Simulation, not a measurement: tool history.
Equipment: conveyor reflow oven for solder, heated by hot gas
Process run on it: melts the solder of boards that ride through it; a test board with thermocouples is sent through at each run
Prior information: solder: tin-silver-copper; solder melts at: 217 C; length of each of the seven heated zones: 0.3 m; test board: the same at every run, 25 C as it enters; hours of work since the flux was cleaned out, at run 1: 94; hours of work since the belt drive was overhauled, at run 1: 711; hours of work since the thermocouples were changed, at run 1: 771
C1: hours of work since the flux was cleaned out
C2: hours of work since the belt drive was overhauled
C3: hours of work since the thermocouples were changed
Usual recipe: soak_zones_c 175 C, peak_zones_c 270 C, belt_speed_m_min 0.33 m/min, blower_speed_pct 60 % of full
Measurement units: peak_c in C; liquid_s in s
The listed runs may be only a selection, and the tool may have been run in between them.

{"run": 1, "hour": 0.0, "soak_zones_c": 175, "peak_zones_c": 270, "belt_speed_m_min": 0.33, "blower_speed_pct": 60, "C1": 94, "C2": 711, "C3": 771, "peak_c": 249.7, "liquid_s": 78}
{"run": 2, "hour": 29.7, "soak_zones_c": 175, "peak_zones_c": 270, "belt_speed_m_min": 0.33, "blower_speed_pct": 60, "C1": 109, "C2": 726, "C3": 786, "peak_c": 249.8, "liquid_s": 77.9}
{"run": 3, "hour": 55.6, "soak_zones_c": 175, "peak_zones_c": 270, "belt_speed_m_min": 0.33, "blower_speed_pct": 60, "C1": 122, "C2": 739, "C3": 800, "peak_c": 249.3, "liquid_s": 77.6}
{"run": 4, "hour": 101.4, "soak_zones_c": 175, "peak_zones_c": 270, "belt_speed_m_min": 0.33, "blower_speed_pct": 60, "C1": 146, "C2": 763, "C3": 823, "peak_c": 249.6, "liquid_s": 76.5}
{"run": 5, "hour": 138.1, "soak_zones_c": 175, "peak_zones_c": 270, "belt_speed_m_min": 0.333, "blower_speed_pct": 60, "C1": 165, "C2": 781, "C3": 842, "peak_c": 249.1, "liquid_s": 75.1}
{"run": 6, "hour": 166.6, "soak_zones_c": 175, "peak_zones_c": 272, "belt_speed_m_min": 0.33, "blower_speed_pct": 60, "C1": 179, "C2": 796, "C3": 856, "peak_c": 250.4, "liquid_s": 78.8}
{"run": 7, "hour": 192.1, "soak_zones_c": 175, "peak_zones_c": 270, "belt_speed_m_min": 0.33, "blower_speed_pct": 56, "C1": 192, "C2": 809, "C3": 869, "peak_c": 247.1, "liquid_s": 73.3}
{"run": 8, "hour": 239.5, "soak_zones_c": 175, "peak_zones_c": 272, "belt_speed_m_min": 0.33, "blower_speed_pct": 56, "C1": 216, "C2": 833, "C3": 894, "peak_c": 248.2, "liquid_s": 74.7}
{"run": 9, "hour": 261.3, "soak_zones_c": 175, "peak_zones_c": 272, "belt_speed_m_min": 0.33, "blower_speed_pct": 56, "C1": 228, "C2": 844, "C3": 905, "peak_c": 248.5, "liquid_s": 75.7}
{"run": 10, "hour": 281.7, "soak_zones_c": 175, "peak_zones_c": 272, "belt_speed_m_min": 0.33, "blower_speed_pct": 56, "C1": 238, "C2": 855, "C3": 915, "peak_c": 248.5, "liquid_s": 75.4}
{"run": 11, "hour": 325.4, "soak_zones_c": 175, "peak_zones_c": 270, "belt_speed_m_min": 0.33, "blower_speed_pct": 90, "C1": 260, "C2": 877, "C3": 938, "peak_c": 257.2, "liquid_s": 89}
{"run": 12, "hour": 345.4, "soak_zones_c": 175, "peak_zones_c": 270, "belt_speed_m_min": 0.33, "blower_speed_pct": 90, "C1": 271, "C2": 887, "C3": 948, "peak_c": 257.1, "liquid_s": 87.4}

Run 13 is up next; what results do you expect?
{"run": 13, "hour": 372.4, "soak_zones_c": 179, "peak_zones_c": 265, "belt_speed_m_min": 0.33, "blower_speed_pct": 67, "C1": 284, "C2": 901, "C3": 962, "peak_c": "?", "liquid_s": "?"}

Run 13 measured peak_c 247.1 C, liquid_s 77.8 s.
With the hidden condition absent and the run-to-run variation left alone, this run would have shown peak_c 246.9 C, liquid_s 77.5 s.
